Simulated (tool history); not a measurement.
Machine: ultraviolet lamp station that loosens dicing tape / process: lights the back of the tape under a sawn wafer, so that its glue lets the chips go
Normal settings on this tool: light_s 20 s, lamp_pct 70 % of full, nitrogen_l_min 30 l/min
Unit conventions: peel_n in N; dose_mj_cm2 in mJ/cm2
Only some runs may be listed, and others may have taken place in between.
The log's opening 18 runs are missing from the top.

run      day  light_s  lamp_pct  nitrogen_l_min  peel_n  dose_mj_cm2
 19   49.575       20        70              30   1.045          203
 20   52.821       20        70              30   1.077          204
 21   55.771       20        70              30   1.132          198
 22   59.871       20        93              19   0.960          252
      62.125  -- window cleaned of glue's vapour
 23   63.612       31        79              44   0.269          360
 24   65.871       21        77              28   0.891          235
 25   69.008       20        76              14   1.764          215
 26   71.692       20        76              14   1.835          206
 27   74.633       20        76              14   1.979          203
 28   77.662       20        76              14   2.033          196
      79.508  -- window cleaned of glue's vapour
 29   81.446       11        70              12   4.531          105
 30   85.325       11        70              12   4.684          101
 31   87.717       16        66              30   2.232          136
 32   91.883       20        94              30   0.794          233
 33   95.567       22        92              18   1.175          239
      97.029  -- window cleaned of glue's vapour
 34   98.671       11        70              30   3.324          100
 35  101.617       11        70              55   2.768           96
 36  104.100       20        84              19   1.481          205
 37  106.421       13        84              17   3.140          135
 38  108.350       13        78              40   2.342          117
 39  112.142       13        78              40   2.456          118
     114.546  -- window cleaned of glue's vapour
 40  115.167       12        78              40   2.486          116
 41  119.350       20        60              40   1.811          145
 42  123.292       20        89              20   1.472          203

Below are 5 alternative next runs, each starting from the tool's condition after run 42. Predict each:
  A  125.850       20        85              24       ?            ?
  B  125.850       20        84              30       ?            ?
  C  125.850       16        92              12       ?            ?
  D  125.850       20        64              20       ?            ?
  E  125.850       20        66              10       ?            ?

run  peel_n  dose_mj_cm2
  A   1.457          190
  B   1.265          185
  C   2.851          164
  D   2.550          145
  E   3.571          148
Take away the tool's hidden state, keep each run's random variation, and the runs would have read:
run  peel_n  dose_mj_cm2
  A   0.586          294
  B   0.496          289
  C   1.429          253
  D   1.232          223
  E   1.975          228
